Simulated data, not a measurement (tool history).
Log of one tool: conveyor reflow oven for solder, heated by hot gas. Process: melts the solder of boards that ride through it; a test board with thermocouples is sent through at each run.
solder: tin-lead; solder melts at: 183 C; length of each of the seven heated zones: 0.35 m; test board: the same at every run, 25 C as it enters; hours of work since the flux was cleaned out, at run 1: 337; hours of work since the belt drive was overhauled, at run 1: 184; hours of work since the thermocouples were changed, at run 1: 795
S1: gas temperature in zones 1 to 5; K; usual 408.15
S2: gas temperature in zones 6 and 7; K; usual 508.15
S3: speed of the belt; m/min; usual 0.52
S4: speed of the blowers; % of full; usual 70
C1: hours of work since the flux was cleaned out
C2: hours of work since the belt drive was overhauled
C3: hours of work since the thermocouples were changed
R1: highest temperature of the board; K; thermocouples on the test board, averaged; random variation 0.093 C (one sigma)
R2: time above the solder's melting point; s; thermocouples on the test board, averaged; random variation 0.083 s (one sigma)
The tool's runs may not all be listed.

run,hour,S1,S2,S3,S4,C1,C2,C3,R1,R2
1,0,408.15,508.15,0.52,70,337,184,795,487.31,55.79
2,9.9,408.15,508.15,0.52,70,344,191,802,487.58,55.79
# hour 18.5: thermocouples of zones 6 and 7 changed
3,29.2,408.15,508.15,0.52,60,356,203,8,482.13,49.55
4,44.6,408.15,508.15,0.52,60,368,215,19,482.18,49.58
5,51.9,408.15,508.15,0.52,60,373,220,24,482.04,49.57
6,63.4,408.15,508.15,0.52,64,382,229,33,483.64,51.69
7,72.3,408.15,508.15,0.52,70,388,235,39,485.74,54.04
8,83.1,408.15,508.15,0.52,70,396,243,47,485.65,54.17
9,95,408.15,508.15,0.52,70,405,252,56,485.78,54.01
10,111,408.15,508.15,0.52,70,416,263,68,485.83,54.13
# hour 118.6: flux residue cleaned out of gas plates and filters
11,132,408.15,508.15,0.61,70,10,275,79,478.58,38.11
12,147.5,408.15,508.15,0.61,70,21,287,91,478.56,38.15
13,159.7,408.15,508.15,0.61,70,30,296,100,478.69,38.06
# hour 169.6: flux residue cleaned out of gas plates and filters, once more
14,172.3,421.15,508.15,0.61,70,2,301,105,485.56,49.89
15,183.2,394.15,508.15,0.574,70,10,309,113,481.29,40.56
16,192.2,395.15,519.15,0.52,75,17,316,120,496.69,59.78
17,208.9,395.15,519.15,0.463,60,29,328,132,495.16,65.56
18,223.9,411.15,506.15,0.521,88,40,339,143,492.09,62.47
19,232.9,411.15,506.15,0.521,88,46,346,150,492.11,62.22
20,241.7,415.15,519.15,0.541,54,53,352,156,489.76,57.46
21,251.1,415.15,519.15,0.541,54,60,359,163,489.61,57.42
22,263.4,415.15,519.15,0.541,54,69,368,172,489.81,57.24
23,277.9,408.15,508.15,0.521,78,79,379,183,490.37,59.45
24,290.4,408.15,500.15,0.616,70,89,388,192,475.29,34.76
25,302,408.15,498.15,0.595,70,97,396,200,475.03,36.04

3 ways to go on from here, each from the tool as it stands after run 25. What would each give?
A,309.7,416.15,508.15,0.52,51,103,402,206,?,?
B,309.7,408.15,510.15,0.556,53,103,402,206,?,?
C,309.7,395.15,521.15,0.595,70,103,402,206,?,?

run,R1,R2
A,481.75,51.8
B,478.99,42.32
C,489.59,46.43
Without the tool's hidden state the same runs would have given:
run,R1,R2
A,481.68,51.5
B,479.03,42.2
C,489.97,46.49

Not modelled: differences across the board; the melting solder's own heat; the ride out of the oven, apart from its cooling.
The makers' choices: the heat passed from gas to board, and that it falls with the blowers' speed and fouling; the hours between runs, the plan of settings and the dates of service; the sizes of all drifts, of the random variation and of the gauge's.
